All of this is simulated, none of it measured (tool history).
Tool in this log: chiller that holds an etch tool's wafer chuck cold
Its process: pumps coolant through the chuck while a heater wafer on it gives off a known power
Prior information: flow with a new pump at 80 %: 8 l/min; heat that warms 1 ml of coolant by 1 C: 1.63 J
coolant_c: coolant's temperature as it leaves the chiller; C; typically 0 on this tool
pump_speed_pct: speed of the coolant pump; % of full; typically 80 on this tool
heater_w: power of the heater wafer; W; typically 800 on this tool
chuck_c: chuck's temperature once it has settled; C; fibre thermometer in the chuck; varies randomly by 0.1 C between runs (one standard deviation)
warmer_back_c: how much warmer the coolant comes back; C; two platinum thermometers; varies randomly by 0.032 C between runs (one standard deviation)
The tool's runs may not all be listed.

run 1 day=0.000 | coolant_c=0 pump_speed_pct=80 heater_w=800 | chuck_c=7.0 warmer_back_c=3.63
run 2 day=8.246 | coolant_c=0 pump_speed_pct=80 heater_w=800 | chuck_c=7.1 warmer_back_c=3.59
-- day=10.788 chiller's thermometer calibrated
run 3 day=13.650 | coolant_c=0 pump_speed_pct=80 heater_w=800 | chuck_c=6.4 warmer_back_c=3.70
run 4 day=21.771 | coolant_c=0 pump_speed_pct=80 heater_w=800 | chuck_c=6.6 warmer_back_c=3.73
run 5 day=28.917 | coolant_c=0 pump_speed_pct=64 heater_w=800 | chuck_c=7.5 warmer_back_c=4.64
run 6 day=35.242 | coolant_c=0 pump_speed_pct=64 heater_w=800 | chuck_c=7.6 warmer_back_c=4.58
run 7 day=42.992 | coolant_c=0 pump_speed_pct=80 heater_w=800 | chuck_c=6.7 warmer_back_c=3.71
run 8 day=49.121 | coolant_c=-1 pump_speed_pct=80 heater_w=800 | chuck_c=5.5 warmer_back_c=3.76
run 9 day=53.004 | coolant_c=-1 pump_speed_pct=80 heater_w=800 | chuck_c=5.8 warmer_back_c=3.74
run 10 day=58.038 | coolant_c=1 pump_speed_pct=80 heater_w=800 | chuck_c=7.9 warmer_back_c=3.75
run 11 day=64.883 | coolant_c=1 pump_speed_pct=74 heater_w=800 | chuck_c=8.4 warmer_back_c=4.13
-- day=67.858 coolant changed, channels flushed
run 12 day=71.812 | coolant_c=1 pump_speed_pct=74 heater_w=800 | chuck_c=7.4 warmer_back_c=4.04
-- day=72.654 coolant pump overhauled
run 13 day=78.717 | coolant_c=0 pump_speed_pct=80 heater_w=800 | chuck_c=6.4 warmer_back_c=3.82
run 14 day=84.058 | coolant_c=0 pump_speed_pct=99 heater_w=800 | chuck_c=5.5 warmer_back_c=3.06
run 15 day=91.696 | coolant_c=0 pump_speed_pct=99 heater_w=800 | chuck_c=5.5 warmer_back_c=3.09

For run 16, what comes out?
run 16 day=97.946 | coolant_c=0 pump_speed_pct=99 heater_w=800 | chuck_c=? warmer_back_c=?

chuck_c: 5.4 C
warmer_back_c: 3.08 C
Minus the tool's unlogged condition, the same run would have read chuck_c 5.0 C, warmer_back_c 2.97 C.
